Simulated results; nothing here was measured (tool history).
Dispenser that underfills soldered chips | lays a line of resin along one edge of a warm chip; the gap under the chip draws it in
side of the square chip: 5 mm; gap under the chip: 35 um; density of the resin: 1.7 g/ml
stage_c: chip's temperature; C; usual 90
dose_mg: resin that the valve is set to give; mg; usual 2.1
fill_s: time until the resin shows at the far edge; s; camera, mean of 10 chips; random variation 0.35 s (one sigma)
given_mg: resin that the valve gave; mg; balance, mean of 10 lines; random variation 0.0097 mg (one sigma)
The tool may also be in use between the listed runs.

run  hour  stage_c  dose_mg  fill_s  given_mg
  1     0       90      2.1    20.1     1.891
  2   3.1       90      2.1    23.6     1.901
  3   5.8       90      2.1    25.9     1.894
      7.2  -- new syringe of resin
  4   9.5       90      2.1    20.4      1.89
     12.8  -- dispensing valve cleaned and set on the balance
  5  13.9       90      2.1    22.8     2.095
  6  16.6       85     2.55    28.8     2.541
     17.9  -- new syringe of resin
  7  19.2       85     2.55    21.4     2.549
  8  22.2       90     2.38    20.5     2.362
  9  26.6       79     2.22    36.7     2.188
     27.8  -- new syringe of resin
 10    29      103     2.43    12.2     2.399

Hidden state or all else? Some run-to-run changes of fill_s, split into what the settings, what came in and random variation would give without the hidden state, and what is left for the hidden state (with any gauge scatter that isn't in both results):
The hidden state here: resin's viscosity, % of fresh resin's; dose that the valve gives, % of what is set; true chip temperature over the reading, C; drift of the gauge itself on fill_s, %; drift of the gauge itself on given_mg, %.
Run 9 -> 10: stage_c 79 -> 103, dose_mg 2.22 -> 2.43, new syringe of resin. fill_s -24.5 s: hidden state -10.6, all else -13.9.
